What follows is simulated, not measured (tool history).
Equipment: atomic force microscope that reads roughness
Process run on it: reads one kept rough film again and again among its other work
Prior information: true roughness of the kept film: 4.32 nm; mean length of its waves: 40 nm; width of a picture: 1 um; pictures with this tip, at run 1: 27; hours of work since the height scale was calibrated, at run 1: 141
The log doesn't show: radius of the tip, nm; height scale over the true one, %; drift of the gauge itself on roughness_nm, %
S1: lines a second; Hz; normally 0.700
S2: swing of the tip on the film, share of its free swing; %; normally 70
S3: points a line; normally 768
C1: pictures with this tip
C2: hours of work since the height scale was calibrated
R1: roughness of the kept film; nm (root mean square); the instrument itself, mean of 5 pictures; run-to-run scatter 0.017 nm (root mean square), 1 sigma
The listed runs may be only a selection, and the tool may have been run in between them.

| run | day | S1 | S2 | S3 | C1 | C2 | R1 |
|---|---|---|---|---|---|---|---|
| 1 | 0.000 | 0.700 | 70 | 768 | 27 | 141 | 3.922 |
| 2 | 0.479 | 0.700 | 70 | 768 | 43 | 150 | 3.883 |
| 3 | 0.871 | 0.700 | 70 | 768 | 57 | 157 | 3.845 |
| 4 | 1.350 | 0.700 | 70 | 768 | 73 | 166 | 3.732 |
| 5 | 1.683 | 0.700 | 70 | 768 | 84 | 172 | 3.751 |
| 6 | 2.300 | 1.149 | 70 | 768 | 105 | 184 | 3.588 |
| 7 | 2.629 | 1.149 | 63 | 768 | 116 | 190 | 3.613 |
| 8 | 3.196 | 0.700 | 73 | 768 | 135 | 200 | 3.568 |
| 9 | 3.908 | 0.700 | 73 | 768 | 159 | 214 | 3.462 |
| 10 | 4.679 | 0.700 | 70 | 768 | 186 | 228 | 3.424 |
| 11 | 5.054 | 0.700 | 70 | 768 | 198 | 235 | 3.374 |
|  | 5.375 | new tip fitted |
| 12 | 5.729 | 0.700 | 70 | 768 | 12 | 247 | 3.945 |
| 13 | 6.200 | 0.700 | 70 | 768 | 27 | 256 | 3.896 |
| 14 | 6.812 | 0.700 | 70 | 768 | 48 | 267 | 3.823 |
| 15 | 7.271 | 1.034 | 70 | 768 | 64 | 275 | 3.697 |
| 16 | 7.942 | 1.034 | 70 | 768 | 86 | 288 | 3.678 |
| 17 | 8.450 | 0.700 | 60 | 430 | 104 | 297 | 3.651 |
| 18 | 8.904 | 0.700 | 60 | 430 | 119 | 305 | 3.641 |
| 19 | 9.538 | 3.275 | 88 | 271 | 141 | 317 | 2.986 |
| 20 | 10.083 | 0.700 | 70 | 882 | 159 | 327 | 3.475 |
| 21 | 10.579 | 0.700 | 70 | 389 | 176 | 336 | 3.452 |
| 22 | 11.138 | 1.572 | 70 | 811 | 195 | 347 | 3.312 |
|  | 11.562 | new tip fitted |
| 23 | 11.904 | 1.572 | 70 | 811 | 12 | 360 | 3.870 |
| 24 | 12.488 | 0.571 | 74 | 418 | 32 | 371 | 3.857 |
| 25 | 13.075 | 0.711 | 89 | 343 | 52 | 382 | 3.685 |
| 26 | 13.617 | 0.700 | 70 | 717 | 70 | 392 | 3.759 |
| 27 | 14.150 | 1.920 | 62 | 413 | 88 | 402 | 3.632 |
| 28 | 14.725 | 0.547 | 83 | 768 | 108 | 413 | 3.597 |
| 29 | 15.250 | 2.222 | 71 | 532 | 125 | 422 | 3.440 |
| 30 | 15.967 | 0.700 | 79 | 718 | 150 | 436 | 3.470 |
| 31 | 16.312 | 0.792 | 90 | 478 | 161 | 442 | 3.330 |

What differs in the tool's unlogged condition from the final listed run ahead of each entry between runs to the first listed run following it?
Run 11 -> run 12: new tip fitted (day 5.375)
  radius of the tip, nm: 24.1 -> 6.6; height scale over the true one, %: -0.2 -> -0.21
  measured less the result without the state, R1: -0.658 -> -0.072 nm (root mean square)
Run 22 -> run 23: new tip fitted (day 11.562)
  radius of the tip, nm: 23.4 -> 6.7; height scale over the true one, %: -0.25 -> -0.26
  measured less the result without the state, R1: -0.628 -> -0.077 nm (root mean square)
